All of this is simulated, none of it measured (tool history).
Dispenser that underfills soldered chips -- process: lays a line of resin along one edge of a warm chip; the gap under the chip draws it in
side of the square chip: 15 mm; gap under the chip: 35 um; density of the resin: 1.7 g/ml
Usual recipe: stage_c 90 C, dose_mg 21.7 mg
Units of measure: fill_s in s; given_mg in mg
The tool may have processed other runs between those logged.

{"run": 1, "day": 0.0, "stage_c": 90, "dose_mg": 21.7, "fill_s": 639.1, "given_mg": 21.68}
{"day": 0.058, "done": "new syringe of resin"}
{"day": 0.35, "done": "new syringe of resin"}
{"run": 2, "day": 0.4, "stage_c": 90, "dose_mg": 21.7, "fill_s": 537, "given_mg": 21.54}
{"day": 0.65, "done": "new syringe of resin"}
{"run": 3, "day": 0.888, "stage_c": 90, "dose_mg": 21.7, "fill_s": 635.2, "given_mg": 21.45}
{"day": 0.938, "done": "new syringe of resin"}
{"day": 1.217, "done": "new syringe of resin"}
{"run": 4, "day": 1.296, "stage_c": 90, "dose_mg": 21.7, "fill_s": 544.4, "given_mg": 21.47}
{"day": 1.517, "done": "new syringe of resin"}
{"run": 5, "day": 1.725, "stage_c": 90, "dose_mg": 21.7, "fill_s": 626.4, "given_mg": 21.18}
{"day": 1.821, "done": "new syringe of resin"}
{"day": 1.888, "done": "dispensing valve cleaned and set on the balance"}
{"run": 6, "day": 2.05, "stage_c": 90, "dose_mg": 21.7, "fill_s": 598.4, "given_mg": 21.72}
{"day": 2.175, "done": "new syringe of resin"}
{"run": 7, "day": 2.383, "stage_c": 90, "dose_mg": 25.4, "fill_s": 622.7, "given_mg": 25.28}
{"day": 2.475, "done": "new syringe of resin"}
{"run": 8, "day": 2.712, "stage_c": 90, "dose_mg": 21.7, "fill_s": 649.9, "given_mg": 21.49}
{"day": 2.771, "done": "new syringe of resin"}
{"day": 3.05, "done": "new syringe of resin"}
{"run": 9, "day": 3.179, "stage_c": 90, "dose_mg": 21.7, "fill_s": 563.2, "given_mg": 21.48}
{"day": 3.346, "done": "new syringe of resin"}
{"run": 10, "day": 3.454, "stage_c": 86, "dose_mg": 21.7, "fill_s": 647, "given_mg": 21.2}
{"day": 3.654, "done": "new syringe of resin"}
{"day": 3.954, "done": "new syringe of resin"}
{"run": 11, "day": 3.954, "stage_c": 90, "dose_mg": 21.7, "fill_s": 502.4, "given_mg": 21.21}
{"day": 4.229, "done": "dispensing valve cleaned and set on the balance"}
{"day": 4.275, "done": "new syringe of resin"}
{"run": 12, "day": 4.308, "stage_c": 100, "dose_mg": 20.6, "fill_s": 371.1, "given_mg": 20.68}
{"day": 4.583, "done": "new syringe of resin"}
{"run": 13, "day": 4.796, "stage_c": 78, "dose_mg": 21.7, "fill_s": 904.8, "given_mg": 21.68}
{"day": 4.883, "done": "new syringe of resin"}
{"day": 5.192, "done": "new syringe of resin"}
{"run": 14, "day": 5.225, "stage_c": 101, "dose_mg": 23.2, "fill_s": 368.1, "given_mg": 23.13}
{"day": 5.508, "done": "new syringe of resin"}
{"run": 15, "day": 5.679, "stage_c": 101, "dose_mg": 23.2, "fill_s": 416.9, "given_mg": 22.88}
{"day": 5.817, "done": "new syringe of resin"}
{"day": 6.108, "done": "new syringe of resin"}
{"run": 16, "day": 6.171, "stage_c": 99, "dose_mg": 20.5, "fill_s": 397.2, "given_mg": 20.12}
{"day": 6.417, "done": "new syringe of resin"}
{"run": 17, "day": 6.458, "stage_c": 105, "dose_mg": 25.5, "fill_s": 312.7, "given_mg": 25.01}
{"day": 6.588, "done": "dispensing valve cleaned and set on the balance"}
{"day": 6.762, "done": "new syringe of resin"}
{"run": 18, "day": 6.854, "stage_c": 105, "dose_mg": 25.5, "fill_s": 331.3, "given_mg": 25.35}
{"day": 7.054, "done": "new syringe of resin"}
{"run": 19, "day": 7.1, "stage_c": 105, "dose_mg": 25.5, "fill_s": 319.3, "given_mg": 25.21}

Run 20 is up next; what results do you expect?
{"day": 7.342, "done": "new syringe of resin"}
{"run": 20, "day": 7.371, "stage_c": 86, "dose_mg": 24.1, "fill_s": "?", "given_mg": "?"}

{"run 20": {"fill_s": 568.3, "given_mg": 23.89}}
Without the tool's hidden state the same run would have given fill_s 585.2 s, given_mg 24.18 mg.

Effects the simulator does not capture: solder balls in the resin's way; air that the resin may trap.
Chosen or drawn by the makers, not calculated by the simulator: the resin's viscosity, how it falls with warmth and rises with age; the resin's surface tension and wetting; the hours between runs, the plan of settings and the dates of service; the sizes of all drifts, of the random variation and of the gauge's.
